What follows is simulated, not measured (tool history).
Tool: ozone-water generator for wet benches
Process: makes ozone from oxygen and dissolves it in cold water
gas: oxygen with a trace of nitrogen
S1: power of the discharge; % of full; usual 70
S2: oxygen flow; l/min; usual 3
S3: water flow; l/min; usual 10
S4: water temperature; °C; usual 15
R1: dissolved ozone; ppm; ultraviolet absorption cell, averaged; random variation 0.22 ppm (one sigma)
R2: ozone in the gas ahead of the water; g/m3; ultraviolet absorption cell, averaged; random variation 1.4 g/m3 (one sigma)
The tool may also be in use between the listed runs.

run,hour,S1,S2,S3,S4,R1,R2
1,0,70,3,10,15,33.3,271.1
2,190,70,3,10,15,33.9,273.6
3,289.4,70,3,10,15,33.5,272
4,469.3,70,3,10,15,33.6,273.6
5,573.5,70,3,10,15,33.4,275.1
6,740.8,70,3,10,15,33.5,275.3
7,849.4,46,3,10,15,23.3,193.1
8,1044.5,46,3,10,15,23.5,193.2
9,1137.8,70,3,10,15,33.6,275.9
10,1331.9,70,3,10,15,33.2,273.5
11,1518,70,3,10,15,33.3,274.5
12,1624,70,3,10,15,33.2,275.3
13,1788.1,70,3.71,10,18,32.3,256.3
14,1882,70,3.71,10,18,32.4,256
# hour 2017.2: gauge calibrated
15,2017.2,53,3,8,13,32,213.9
16,2164.5,70,2.11,10,15,31.2,312.6
17,2272.5,70,2.11,10,15,31.1,314.6
18,2430.6,70,2.11,10,15,31.3,316.4
19,2575.1,72,2.11,11,15,29.2,321.4
20,2748.6,83,1.67,11,13,32.1,399.9

Forecast each of these 4 alternatives for the next run:
A,2830.8,83,2.25,11,13,?,?
B,2830.8,70,3,13,8,?,?
C,2830.8,83,4.92,13,15,?,?
D,2830.8,70,1.67,11,13,?,?

run,R1,R2
A,34.1,356.8
B,29.1,270.4
C,33.7,260.8
D,27.5,350.2
Without the tool's hidden state the same runs would have given:
run,R1,R2
A,34.2,353
B,29.2,267.5
C,33.7,258
D,27.5,346.4
